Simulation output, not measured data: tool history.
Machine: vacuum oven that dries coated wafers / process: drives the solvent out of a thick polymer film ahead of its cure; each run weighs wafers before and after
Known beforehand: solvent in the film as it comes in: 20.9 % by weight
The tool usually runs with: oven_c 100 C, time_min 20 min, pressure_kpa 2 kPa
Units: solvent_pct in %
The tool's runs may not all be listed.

run 1 hour=0 | oven_c=100 time_min=20 pressure_kpa=2 | solvent_pct=6.6
run 2 hour=11.4 | oven_c=100 time_min=20 pressure_kpa=2 | solvent_pct=6.54
run 3 hour=22.7 | oven_c=100 time_min=20 pressure_kpa=2 | solvent_pct=6.62
run 4 hour=33.2 | oven_c=100 time_min=20 pressure_kpa=2 | solvent_pct=6.71
run 5 hour=46.3 | oven_c=100 time_min=20 pressure_kpa=2 | solvent_pct=6.66
run 6 hour=59.6 | oven_c=100 time_min=20 pressure_kpa=2 | solvent_pct=6.59
run 7 hour=68.3 | oven_c=111 time_min=20 pressure_kpa=2 | solvent_pct=3.71
run 8 hour=75.3 | oven_c=114 time_min=20 pressure_kpa=2 | solvent_pct=3.05
run 9 hour=85.5 | oven_c=114 time_min=20 pressure_kpa=2 | solvent_pct=3.03
run 10 hour=99.9 | oven_c=100 time_min=20 pressure_kpa=2 | solvent_pct=6.69
run 11 hour=112.1 | oven_c=100 time_min=20 pressure_kpa=2 | solvent_pct=6.67
run 12 hour=125.8 | oven_c=103 time_min=20 pressure_kpa=2 | solvent_pct=5.68
run 13 hour=137.2 | oven_c=103 time_min=20 pressure_kpa=2 | solvent_pct=5.83
run 14 hour=148.2 | oven_c=100 time_min=24 pressure_kpa=2 | solvent_pct=5.77
run 15 hour=157.3 | oven_c=103 time_min=24 pressure_kpa=2 | solvent_pct=4.96
run 16 hour=164.7 | oven_c=103 time_min=26 pressure_kpa=2 | solvent_pct=4.59
run 17 hour=172.3 | oven_c=103 time_min=26 pressure_kpa=2 | solvent_pct=4.61
run 18 hour=179.2 | oven_c=103 time_min=26 pressure_kpa=2 | solvent_pct=4.69
run 19 hour=190.7 | oven_c=106 time_min=29 pressure_kpa=3.13 | solvent_pct=4.87
run 20 hour=198.6 | oven_c=106 time_min=29 pressure_kpa=3.13 | solvent_pct=4.79
run 21 hour=209.9 | oven_c=90 time_min=16 pressure_kpa=2.85 | solvent_pct=12.46
run 22 hour=223.4 | oven_c=100 time_min=12 pressure_kpa=2 | solvent_pct=9.29
run 23 hour=236.6 | oven_c=91 time_min=26 pressure_kpa=2 | solvent_pct=8.21
run 24 hour=244.5 | oven_c=91 time_min=26 pressure_kpa=2 | solvent_pct=8.14
run 25 hour=250.6 | oven_c=91 time_min=31 pressure_kpa=1.11 | solvent_pct=5.92
run 26 hour=263.3 | oven_c=104 time_min=12 pressure_kpa=5.09 | solvent_pct=10.98
run 27 hour=275.2 | oven_c=104 time_min=12 pressure_kpa=5.09 | solvent_pct=10.86
run 28 hour=287.5 | oven_c=104 time_min=12 pressure_kpa=5.09 | solvent_pct=10.78
run 29 hour=296.7 | oven_c=100 time_min=22 pressure_kpa=4 | solvent_pct=8.76
run 30 hour=308.8 | oven_c=90 time_min=24 pressure_kpa=4.83 | solvent_pct=13.19
run 31 hour=317.2 | oven_c=107 time_min=11 pressure_kpa=3.88 | solvent_pct=9.27
run 32 hour=323.3 | oven_c=107 time_min=16 pressure_kpa=3.88 | solvent_pct=7.51
run 33 hour=331.2 | oven_c=107 time_min=16 pressure_kpa=3.88 | solvent_pct=7.22
run 34 hour=345.7 | oven_c=107 time_min=13 pressure_kpa=2.79 | solvent_pct=7.32
run 35 hour=357.1 | oven_c=112 time_min=12 pressure_kpa=3.24 | solvent_pct=6.8
run 36 hour=365.4 | oven_c=112 time_min=12 pressure_kpa=3.24 | solvent_pct=6.73

Each row is a separate what-if for the run after 36, all from the same tool condition, not one after another. Results?
run A hour=375.5 | oven_c=94 time_min=15 pressure_kpa=2.55 | solvent_pct=?
run B hour=375.5 | oven_c=114 time_min=20 pressure_kpa=7.6 | solvent_pct=?
run C hour=375.5 | oven_c=96 time_min=22 pressure_kpa=2 | solvent_pct=?
run D hour=375.5 | oven_c=100 time_min=29 pressure_kpa=2 | solvent_pct=?

run=A solvent_pct=10.67
run=B solvent_pct=7.79
run=C solvent_pct=7.4
run=D solvent_pct=4.78
Without the tool's hidden state the same runs would have given:
run=A solvent_pct=10.97
run=B solvent_pct=8.1
run=C solvent_pct=7.69
run=D solvent_pct=5
